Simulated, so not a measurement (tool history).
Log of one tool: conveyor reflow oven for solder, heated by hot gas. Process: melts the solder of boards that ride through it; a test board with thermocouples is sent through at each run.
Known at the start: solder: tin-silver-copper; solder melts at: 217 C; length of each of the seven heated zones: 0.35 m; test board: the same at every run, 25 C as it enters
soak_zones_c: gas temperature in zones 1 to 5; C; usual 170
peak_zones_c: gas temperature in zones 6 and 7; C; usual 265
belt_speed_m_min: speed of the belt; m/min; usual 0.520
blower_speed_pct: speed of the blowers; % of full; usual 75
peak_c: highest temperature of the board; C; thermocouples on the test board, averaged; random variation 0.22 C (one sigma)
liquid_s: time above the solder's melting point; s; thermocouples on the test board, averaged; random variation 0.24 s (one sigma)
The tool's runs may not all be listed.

run,hour,soak_zones_c,peak_zones_c,belt_speed_m_min,blower_speed_pct,peak_c,liquid_s
1,0.0,170,265,0.520,75,251.1,59.4
2,19.3,170,265,0.520,75,251.1,59.3
3,28.1,170,265,0.520,75,251.1,58.9
4,38.0,170,265,0.520,75,251.0,59.5
5,57.3,166,265,0.520,75,250.5,57.3
6,73.5,170,265,0.520,75,251.0,58.4
7,91.1,170,265,0.520,75,251.1,58.7
8,108.6,170,265,0.520,75,250.7,59.0
9,126.3,170,265,0.520,75,250.6,59.2
10,143.3,170,265,0.520,75,250.7,58.6
11,161.7,170,265,0.520,75,250.4,58.7
12,178.4,170,265,0.444,75,254.8,74.0
13,193.3,170,265,0.444,81,255.3,75.2
14,211.0,170,265,0.444,81,255.4,75.0
15,224.4,170,265,0.520,75,250.2,58.3
16,242.5,170,265,0.520,75,250.5,58.5
17,253.9,175,258,0.520,75,245.0,55.8
18,269.6,175,258,0.520,59,242.3,51.7
19,288.5,166,265,0.499,83,251.8,61.7
20,301.7,166,265,0.499,83,251.6,61.9
21,314.4,166,278,0.569,83,259.1,57.1
22,322.7,164,279,0.433,83,268.8,82.8
23,336.3,158,260,0.520,59,240.3,43.8
24,355.2,169,260,0.520,54,241.2,48.1
25,370.0,170,255,0.520,73,240.8,49.2
26,382.4,170,255,0.520,73,240.5,48.9
27,394.7,170,268,0.520,73,251.9,59.8
28,407.7,170,268,0.520,73,252.0,59.5
29,418.3,165,275,0.565,89,257.3,56.5
30,435.6,170,265,0.619,75,243.2,41.7
31,452.1,170,265,0.619,75,243.2,41.5

Some steps in peak_c between neighbouring runs. How much of each would the tool show without its hidden state too (settings, what came in, random variation), and how much is left for the hidden state, with any gauge scatter that isn't in both results?
The hidden state here: heat that the gas passes to the board, % of a clean oven's; belt's true speed, % of the reading; true gas temperature in zones 6 and 7 over the reading, C; drift of the gauge itself on peak_c, C; drift of the gauge itself on liquid_s, %.
Run 20 -> 21: peak_zones_c 265 -> 278, belt_speed_m_min 0.499 -> 0.569. peak_c +7.5 C: hidden state -0.7, all else +8.2.
Run 21 -> 22: soak_zones_c 166 -> 164, peak_zones_c 278 -> 279, belt_speed_m_min 0.569 -> 0.433. peak_c +9.7 C: hidden state +1.0, all else +8.7.
Run 22 -> 23: soak_zones_c 164 -> 158, peak_zones_c 279 -> 260, belt_speed_m_min 0.433 -> 0.520, blower_speed_pct 83 -> 59. peak_c -28.5 C: hidden state -0.3, all else -28.2.
Run 26 -> 27: peak_zones_c 255 -> 268. peak_c +11.4 C: hidden state -0.2, all else +11.6.
Run 28 -> 29: soak_zones_c 170 -> 165, peak_zones_c 268 -> 275, belt_speed_m_min 0.520 -> 0.565, blower_speed_pct 73 -> 89. peak_c +5.3 C: hidden state -0.7, all else +6.0.
Run 29 -> 30: soak_zones_c 165 -> 170, peak_zones_c 275 -> 265, belt_speed_m_min 0.565 -> 0.619, blower_speed_pct 89 -> 75. peak_c -14.1 C: hidden state +0.0, all else -14.1.
